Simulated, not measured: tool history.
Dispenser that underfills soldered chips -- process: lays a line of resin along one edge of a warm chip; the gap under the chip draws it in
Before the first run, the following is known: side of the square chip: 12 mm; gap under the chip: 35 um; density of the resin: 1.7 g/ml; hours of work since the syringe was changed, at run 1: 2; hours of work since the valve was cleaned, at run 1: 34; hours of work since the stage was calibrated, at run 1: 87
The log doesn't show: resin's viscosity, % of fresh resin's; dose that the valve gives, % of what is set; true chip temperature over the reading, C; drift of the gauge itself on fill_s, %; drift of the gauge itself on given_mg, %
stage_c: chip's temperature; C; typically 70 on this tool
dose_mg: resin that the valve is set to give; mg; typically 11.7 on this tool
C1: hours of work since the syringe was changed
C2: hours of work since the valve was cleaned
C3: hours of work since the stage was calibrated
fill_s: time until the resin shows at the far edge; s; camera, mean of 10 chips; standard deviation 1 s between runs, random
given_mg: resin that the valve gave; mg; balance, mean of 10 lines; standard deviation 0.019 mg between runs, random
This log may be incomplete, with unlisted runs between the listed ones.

{"run": 1, "hour": 0.0, "stage_c": 70, "dose_mg": 11.7, "C1": 2, "C2": 34, "C3": 87, "fill_s": 104.2, "given_mg": 11.47}
{"run": 2, "hour": 4.2, "stage_c": 70, "dose_mg": 11.7, "C1": 5, "C2": 37, "C3": 90, "fill_s": 119.3, "given_mg": 11.49}
{"run": 3, "hour": 6.9, "stage_c": 65, "dose_mg": 11.7, "C1": 6, "C2": 38, "C3": 92, "fill_s": 161.6, "given_mg": 11.51}
{"hour": 8.0, "done": "new syringe of resin"}
{"run": 4, "hour": 9.8, "stage_c": 65, "dose_mg": 11.7, "C1": 1, "C2": 40, "C3": 93, "fill_s": 130.1, "given_mg": 11.47}
{"hour": 11.2, "done": "dispensing valve cleaned and set on the balance"}
{"run": 5, "hour": 15.4, "stage_c": 65, "dose_mg": 11.7, "C1": 4, "C2": 3, "C3": 96, "fill_s": 147.1, "given_mg": 11.69}
{"run": 6, "hour": 17.9, "stage_c": 77, "dose_mg": 11.7, "C1": 6, "C2": 4, "C3": 98, "fill_s": 89.9, "given_mg": 11.68}
{"hour": 19.7, "done": "new syringe of resin"}
{"run": 7, "hour": 22.5, "stage_c": 70, "dose_mg": 13.9, "C1": 2, "C2": 7, "C3": 101, "fill_s": 100.7, "given_mg": 13.86}
{"run": 8, "hour": 25.0, "stage_c": 70, "dose_mg": 13.9, "C1": 3, "C2": 9, "C3": 102, "fill_s": 108.8, "given_mg": 13.82}
{"run": 9, "hour": 28.1, "stage_c": 70, "dose_mg": 10.7, "C1": 5, "C2": 11, "C3": 104, "fill_s": 126, "given_mg": 10.65}
{"hour": 30.4, "done": "new syringe of resin"}
{"run": 10, "hour": 32.6, "stage_c": 70, "dose_mg": 10.7, "C1": 1, "C2": 14, "C3": 107, "fill_s": 103.4, "given_mg": 10.65}
{"run": 11, "hour": 35.9, "stage_c": 70, "dose_mg": 10.7, "C1": 4, "C2": 16, "C3": 109, "fill_s": 114.2, "given_mg": 10.59}
{"run": 12, "hour": 40.5, "stage_c": 70, "dose_mg": 10.7, "C1": 7, "C2": 19, "C3": 112, "fill_s": 131.2, "given_mg": 10.59}
{"hour": 41.3, "done": "new syringe of resin"}
{"run": 13, "hour": 43.7, "stage_c": 61, "dose_mg": 11.7, "C1": 2, "C2": 21, "C3": 114, "fill_s": 158.2, "given_mg": 11.56}
{"run": 14, "hour": 48.8, "stage_c": 74, "dose_mg": 11.7, "C1": 5, "C2": 24, "C3": 118, "fill_s": 96.8, "given_mg": 11.56}
{"hour": 52.1, "done": "new syringe of resin"}
{"run": 15, "hour": 53.8, "stage_c": 56, "dose_mg": 11.7, "C1": 1, "C2": 27, "C3": 121, "fill_s": 205.3, "given_mg": 11.56}
{"run": 16, "hour": 56.2, "stage_c": 77, "dose_mg": 11.7, "C1": 3, "C2": 29, "C3": 122, "fill_s": 77.2, "given_mg": 11.52}
{"run": 17, "hour": 59.3, "stage_c": 75, "dose_mg": 11.7, "C1": 5, "C2": 31, "C3": 124, "fill_s": 92.3, "given_mg": 11.51}
{"hour": 63.0, "done": "new syringe of resin"}
{"run": 18, "hour": 63.2, "stage_c": 75, "dose_mg": 11.7, "C1": 0, "C2": 33, "C3": 127, "fill_s": 75.5, "given_mg": 11.52}
{"run": 19, "hour": 66.4, "stage_c": 75, "dose_mg": 11.7, "C1": 2, "C2": 35, "C3": 129, "fill_s": 83.3, "given_mg": 11.49}
{"run": 20, "hour": 71.5, "stage_c": 84, "dose_mg": 10.6, "C1": 6, "C2": 38, "C3": 132, "fill_s": 65.8, "given_mg": 10.39}
{"hour": 73.8, "done": "new syringe of resin"}
{"hour": 75.4, "done": "dispensing valve cleaned and set on the balance"}
{"run": 21, "hour": 76.9, "stage_c": 67, "dose_mg": 11.2, "C1": 1, "C2": 1, "C3": 135, "fill_s": 119.3, "given_mg": 11.22}
{"run": 22, "hour": 79.4, "stage_c": 69, "dose_mg": 11.7, "C1": 3, "C2": 3, "C3": 136, "fill_s": 115.7, "given_mg": 11.7}
{"run": 23, "hour": 82.7, "stage_c": 69, "dose_mg": 11.7, "C1": 5, "C2": 5, "C3": 138, "fill_s": 127.2, "given_mg": 11.64}
{"hour": 85.6, "done": "new syringe of resin"}
{"run": 24, "hour": 87.5, "stage_c": 69, "dose_mg": 11.7, "C1": 1, "C2": 8, "C3": 141, "fill_s": 103.8, "given_mg": 11.63}
{"run": 25, "hour": 90.0, "stage_c": 84, "dose_mg": 12.9, "C1": 3, "C2": 9, "C3": 143, "fill_s": 54, "given_mg": 12.85}
{"run": 26, "hour": 92.7, "stage_c": 67, "dose_mg": 11.6, "C1": 5, "C2": 11, "C3": 145, "fill_s": 132.9, "given_mg": 11.58}
{"hour": 96.4, "done": "new syringe of resin"}
{"run": 27, "hour": 96.7, "stage_c": 70, "dose_mg": 11.9, "C1": 0, "C2": 14, "C3": 147, "fill_s": 94.1, "given_mg": 11.8}
{"run": 28, "hour": 101.1, "stage_c": 81, "dose_mg": 12.6, "C1": 3, "C2": 16, "C3": 150, "fill_s": 63.4, "given_mg": 12.49}
{"run": 29, "hour": 104.0, "stage_c": 61, "dose_mg": 11.9, "C1": 5, "C2": 18, "C3": 152, "fill_s": 184.1, "given_mg": 11.79}
{"hour": 107.1, "done": "new syringe of resin"}
{"run": 30, "hour": 107.4, "stage_c": 61, "dose_mg": 11.9, "C1": 0, "C2": 20, "C3": 154, "fill_s": 147.2, "given_mg": 11.77}
{"run": 31, "hour": 111.0, "stage_c": 67, "dose_mg": 11.7, "C1": 3, "C2": 23, "C3": 156, "fill_s": 121.3, "given_mg": 11.58}
{"run": 32, "hour": 115.7, "stage_c": 67, "dose_mg": 11.7, "C1": 6, "C2": 26, "C3": 159, "fill_s": 137.9, "given_mg": 11.56}
{"hour": 118.0, "done": "new syringe of resin"}
{"run": 33, "hour": 119.4, "stage_c": 70, "dose_mg": 14.6, "C1": 1, "C2": 28, "C3": 162, "fill_s": 96.8, "given_mg": 14.42}
{"run": 34, "hour": 123.0, "stage_c": 76, "dose_mg": 14.7, "C1": 3, "C2": 30, "C3": 164, "fill_s": 80.8, "given_mg": 14.54}
{"run": 35, "hour": 127.9, "stage_c": 76, "dose_mg": 14.7, "C1": 7, "C2": 34, "C3": 167, "fill_s": 92.4, "given_mg": 14.51}
{"hour": 128.8, "done": "new syringe of resin"}
{"run": 36, "hour": 132.5, "stage_c": 76, "dose_mg": 11.7, "C1": 2, "C2": 36, "C3": 170, "fill_s": 82.4, "given_mg": 11.56}
{"run": 37, "hour": 137.3, "stage_c": 76, "dose_mg": 11.7, "C1": 6, "C2": 39, "C3": 173, "fill_s": 94.9, "given_mg": 11.5}

Below are 3 alternative next runs, each starting from the tool's condition after run 37. Predict each:
{"hour": 139.7, "done": "dispensing valve cleaned and set on the balance"}
{"hour": 140.6, "done": "new syringe of resin"}
{"run": "A", "hour": 143.5, "stage_c": 82, "dose_mg": 10.2, "C1": 2, "C2": 2, "C3": 176, "fill_s": "?", "given_mg": "?"}
{"hour": 139.7, "done": "dispensing valve cleaned and set on the balance"}
{"hour": 140.6, "done": "new syringe of resin"}
{"run": "B", "hour": 143.5, "stage_c": 80, "dose_mg": 11.7, "C1": 2, "C2": 2, "C3": 176, "fill_s": "?", "given_mg": "?"}
{"hour": 139.7, "done": "dispensing valve cleaned and set on the balance"}
{"hour": 140.6, "done": "new syringe of resin"}
{"run": "C", "hour": 143.5, "stage_c": 58, "dose_mg": 13.4, "C1": 2, "C2": 2, "C3": 176, "fill_s": "?", "given_mg": "?"}

run=A fill_s=61 given_mg=10.18
run=B fill_s=63.4 given_mg=11.67
run=C fill_s=178.7 given_mg=13.42
Had the tool no hidden state, the same runs would have come out as:
run=A fill_s=59.3 given_mg=10.19
run=B fill_s=61.7 given_mg=11.68
run=C fill_s=175.2 given_mg=13.42

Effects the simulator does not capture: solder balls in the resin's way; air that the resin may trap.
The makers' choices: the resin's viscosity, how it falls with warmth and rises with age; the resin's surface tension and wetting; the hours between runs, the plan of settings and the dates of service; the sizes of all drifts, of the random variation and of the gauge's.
